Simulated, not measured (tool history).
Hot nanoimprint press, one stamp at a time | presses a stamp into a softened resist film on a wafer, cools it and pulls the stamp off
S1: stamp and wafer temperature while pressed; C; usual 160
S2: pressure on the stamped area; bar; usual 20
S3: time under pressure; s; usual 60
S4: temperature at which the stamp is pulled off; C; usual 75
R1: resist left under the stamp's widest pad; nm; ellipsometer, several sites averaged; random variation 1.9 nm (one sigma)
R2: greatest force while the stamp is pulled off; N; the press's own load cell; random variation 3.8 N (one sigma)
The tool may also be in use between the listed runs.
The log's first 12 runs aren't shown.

{"run": 13, "day": 38.038, "S1": 160, "S2": 20.3, "S3": 60, "S4": 75, "R1": 287.2, "R2": 207}
{"run": 14, "day": 40.792, "S1": 160, "S2": 20, "S3": 60, "S4": 67, "R1": 290.7, "R2": 238}
{"run": 15, "day": 44.217, "S1": 160, "S2": 20, "S3": 60, "S4": 65, "R1": 287.5, "R2": 250}
{"run": 16, "day": 46.062, "S1": 160, "S2": 20, "S3": 60, "S4": 65, "R1": 288.1, "R2": 261}
{"day": 47.462, "done": "plate thermocouple calibrated"}
{"run": 17, "day": 48.408, "S1": 161, "S2": 25.8, "S3": 98, "S4": 74, "R1": 220.3, "R2": 243}
{"run": 18, "day": 50.583, "S1": 161, "S2": 25.8, "S3": 98, "S4": 74, "R1": 222.1, "R2": 245}
{"run": 19, "day": 53.779, "S1": 160, "S2": 20, "S3": 98, "S4": 75, "R1": 262.4, "R2": 259}
{"run": 20, "day": 56.233, "S1": 152, "S2": 17.1, "S3": 60, "S4": 70, "R1": 489.5, "R2": 285}
{"run": 21, "day": 58.688, "S1": 165, "S2": 17.7, "S3": 87, "S4": 73, "R1": 218.6, "R2": 277}
{"run": 22, "day": 61.188, "S1": 164, "S2": 20, "S3": 60, "S4": 75, "R1": 250, "R2": 268}
{"run": 23, "day": 63.879, "S1": 160, "S2": 20, "S3": 60, "S4": 71, "R1": 306.1, "R2": 301}
{"run": 24, "day": 66.396, "S1": 163, "S2": 12.1, "S3": 60, "S4": 75, "R1": 336.8, "R2": 298}
{"run": 25, "day": 70.071, "S1": 163, "S2": 12.1, "S3": 60, "S4": 75, "R1": 332.3, "R2": 296}

Run 26 comes next. What will it give?
{"day": 70.621, "done": "press's hydraulic seals changed and the load cell set to zero"}
{"run": 26, "day": 73.042, "S1": 157, "S2": 21.9, "S3": 118, "S4": 79, "R1": "?", "R2": "?"}

R1: 256 nm
R2: 279 N
Without the tool's hidden state the same run would have given R1 269.6 nm, R2 171 N.
